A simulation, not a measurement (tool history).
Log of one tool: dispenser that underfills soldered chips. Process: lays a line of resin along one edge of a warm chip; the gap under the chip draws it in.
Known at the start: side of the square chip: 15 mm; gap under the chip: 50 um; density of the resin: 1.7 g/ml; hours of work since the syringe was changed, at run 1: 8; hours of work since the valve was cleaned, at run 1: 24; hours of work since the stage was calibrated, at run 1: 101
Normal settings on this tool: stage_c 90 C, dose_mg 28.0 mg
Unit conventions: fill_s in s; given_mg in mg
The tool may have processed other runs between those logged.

| run | hour | stage_c | dose_mg | hours of work since the syringe was changed | hours of work since the valve was cleaned | hours of work since the stage was calibrated | fill_s | given_mg |
|---|---|---|---|---|---|---|---|---|
| 1 | 0.0 | 90 | 28.0 | 8 | 24 | 101 | 253.5 | 27.49 |
|  | 4.4 | new syringe of resin |
| 2 | 6.6 | 90 | 28.0 | 2 | 29 | 106 | 175.0 | 27.36 |
| 3 | 10.8 | 90 | 28.0 | 5 | 32 | 109 | 207.9 | 27.38 |
| 4 | 14.2 | 90 | 29.9 | 7 | 34 | 111 | 240.0 | 28.97 |
|  | 19.8 | new syringe of resin |
| 5 | 19.8 | 90 | 28.0 | 0 | 38 | 115 | 161.9 | 27.23 |
| 6 | 26.1 | 90 | 31.6 | 5 | 42 | 119 | 205.5 | 30.29 |
| 7 | 32.0 | 90 | 31.6 | 9 | 46 | 124 | 260.5 | 30.39 |
|  | 35.3 | new syringe of resin |
| 8 | 37.3 | 90 | 31.6 | 1 | 50 | 127 | 175.4 | 30.38 |
| 9 | 43.1 | 90 | 26.4 | 6 | 54 | 131 | 232.8 | 25.34 |
| 10 | 48.9 | 90 | 35.5 | 10 | 58 | 136 | 285.1 | 33.69 |
|  | 50.6 | new syringe of resin |
| 11 | 52.6 | 90 | 30.7 | 1 | 61 | 138 | 173.6 | 29.15 |
| 12 | 56.0 | 90 | 30.7 | 4 | 63 | 140 | 199.9 | 28.88 |

For run 13, what comes out?
| 13 | 60.8 | 77 | 28.9 | 7 | 67 | 144 | ? | ? |

Run 13 measured fill_s 403.3 s, given_mg 27.21 mg.
On a tool with no hidden condition, and with the same random variation, this run would have come out at fill_s 258.5 s, given_mg 28.76 mg.
